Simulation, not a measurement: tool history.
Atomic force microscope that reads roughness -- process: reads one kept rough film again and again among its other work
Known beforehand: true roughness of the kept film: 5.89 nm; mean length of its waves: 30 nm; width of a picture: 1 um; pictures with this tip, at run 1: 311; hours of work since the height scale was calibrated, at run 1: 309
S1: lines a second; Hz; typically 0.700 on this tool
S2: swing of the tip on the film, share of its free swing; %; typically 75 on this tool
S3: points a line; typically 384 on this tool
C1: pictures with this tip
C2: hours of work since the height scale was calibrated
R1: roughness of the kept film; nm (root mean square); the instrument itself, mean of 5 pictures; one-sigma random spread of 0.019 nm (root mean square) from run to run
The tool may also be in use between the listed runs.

{"run": 1, "hour": 0.0, "S1": 0.7, "S2": 75, "S3": 384, "C1": 311, "C2": 309, "R1": 2.703}
{"hour": 20.0, "done": "new tip fitted"}
{"run": 2, "hour": 26.5, "S1": 2.023, "S2": 75, "S3": 384, "C1": 9, "C2": 325, "R1": 4.163}
{"run": 3, "hour": 39.7, "S1": 2.023, "S2": 75, "S3": 384, "C1": 27, "C2": 333, "R1": 3.977}
{"run": 4, "hour": 66.2, "S1": 0.7, "S2": 75, "S3": 384, "C1": 64, "C2": 350, "R1": 3.921}
{"run": 5, "hour": 84.5, "S1": 0.7, "S2": 75, "S3": 543, "C1": 89, "C2": 361, "R1": 3.714}
{"hour": 87.5, "done": "height scale calibrated on a step standard"}
{"run": 6, "hour": 111.1, "S1": 0.7, "S2": 75, "S3": 384, "C1": 125, "C2": 15, "R1": 3.451}
{"run": 7, "hour": 124.8, "S1": 0.7, "S2": 75, "S3": 384, "C1": 144, "C2": 23, "R1": 3.391}
{"run": 8, "hour": 136.6, "S1": 0.7, "S2": 55, "S3": 640, "C1": 160, "C2": 30, "R1": 3.353}
{"run": 9, "hour": 150.3, "S1": 0.7, "S2": 55, "S3": 640, "C1": 179, "C2": 39, "R1": 3.278}
{"hour": 156.0, "done": "height scale calibrated on a step standard, once more"}
{"run": 10, "hour": 175.4, "S1": 3.379, "S2": 75, "S3": 510, "C1": 213, "C2": 12, "R1": 2.78}
{"run": 11, "hour": 202.4, "S1": 3.379, "S2": 75, "S3": 510, "C1": 250, "C2": 29, "R1": 2.641}
{"run": 12, "hour": 229.4, "S1": 0.964, "S2": 75, "S3": 522, "C1": 288, "C2": 46, "R1": 2.735}
{"run": 13, "hour": 253.7, "S1": 3.819, "S2": 75, "S3": 405, "C1": 321, "C2": 61, "R1": 2.348}
{"hour": 267.3, "done": "new tip fitted"}
{"run": 14, "hour": 268.0, "S1": 0.7, "S2": 57, "S3": 681, "C1": 1, "C2": 69, "R1": 4.615}

Predict each of these 5 candidate next runs independently; none follows another, all start after run 14:
{"run": "A", "hour": 289.8, "S1": 0.7, "S2": 61, "S3": 384, "C1": 31, "C2": 83, "R1": "?"}
{"run": "B", "hour": 289.8, "S1": 2.895, "S2": 81, "S3": 874, "C1": 31, "C2": 83, "R1": "?"}
{"run": "C", "hour": 289.8, "S1": 1.03, "S2": 77, "S3": 975, "C1": 31, "C2": 83, "R1": "?"}
{"run": "D", "hour": 289.8, "S1": 1.017, "S2": 73, "S3": 996, "C1": 31, "C2": 83, "R1": "?"}
{"run": "E", "hour": 289.8, "S1": 1.384, "S2": 57, "S3": 697, "C1": 31, "C2": 83, "R1": "?"}

run=A R1=4.241
run=B R1=3.786
run=C R1=4.128
run=D R1=4.200
run=E R1=4.271
Had the tool no hidden state, the same runs would have come out as:
run=A R1=4.572
run=B R1=4.081
run=C R1=4.449
run=D R1=4.527
run=E R1=4.604
